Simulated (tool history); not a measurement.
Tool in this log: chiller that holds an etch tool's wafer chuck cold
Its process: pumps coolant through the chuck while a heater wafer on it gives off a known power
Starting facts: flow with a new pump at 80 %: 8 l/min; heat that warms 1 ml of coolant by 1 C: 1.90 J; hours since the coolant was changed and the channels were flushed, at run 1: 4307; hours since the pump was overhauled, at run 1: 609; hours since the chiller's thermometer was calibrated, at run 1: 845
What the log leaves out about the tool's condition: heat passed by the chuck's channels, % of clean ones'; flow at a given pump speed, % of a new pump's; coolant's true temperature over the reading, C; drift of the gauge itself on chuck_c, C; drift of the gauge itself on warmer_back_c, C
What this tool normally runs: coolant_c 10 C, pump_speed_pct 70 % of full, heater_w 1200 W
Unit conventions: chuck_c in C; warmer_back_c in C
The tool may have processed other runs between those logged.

run	day	coolant_c	pump_speed_pct	heater_w	hours since the coolant was changed and the channels were flushed	hours since the pump was overhauled	hours since the chiller's thermometer was calibrated	chuck_c	warmer_back_c
1	0	10	70	1200	4307	609	845	24	5.51
2	1.621	10	70	1200	4346	647	884	24.1	5.53
3	2.446	10	70	1200	4366	667	904	24.3	5.48
4	3.5	10	70	1200	4391	692	929	24.4	5.51
5	4.325	10	70	1200	4411	712	949	24.1	5.5
6	6.212	10	70	1200	4457	758	994	24.2	5.55
7	8.108	10	70	1200	4502	803	1040	24.4	5.51
8	9.458	10	70	1200	4534	836	1072	24.4	5.58
9	10.283	12	77	976	4554	855	1092	22.8	4.08
10	11.458	10	99	983	4582	884	1120	18.9	3.12
11	12.883	10	99	983	4617	918	1154	18.9	3.1

What if the next run were any one of these 3? Each begins from the tool's condition after run 11:
A	14.538	4	70	1200	4656	957	1194	?	?
B	14.538	10	70	1573	4656	957	1194	?	?
C	14.538	4	78	1429	4656	957	1194	?	?

run	chuck_c	warmer_back_c
A	18.1	5.57
B	28.8	7.25
C	19.7	5.88
Stripped of hidden state, with their random variation kept, the same runs would have yielded:
run	chuck_c	warmer_back_c
A	16.6	5.47
B	26.8	7.12
C	18	5.77
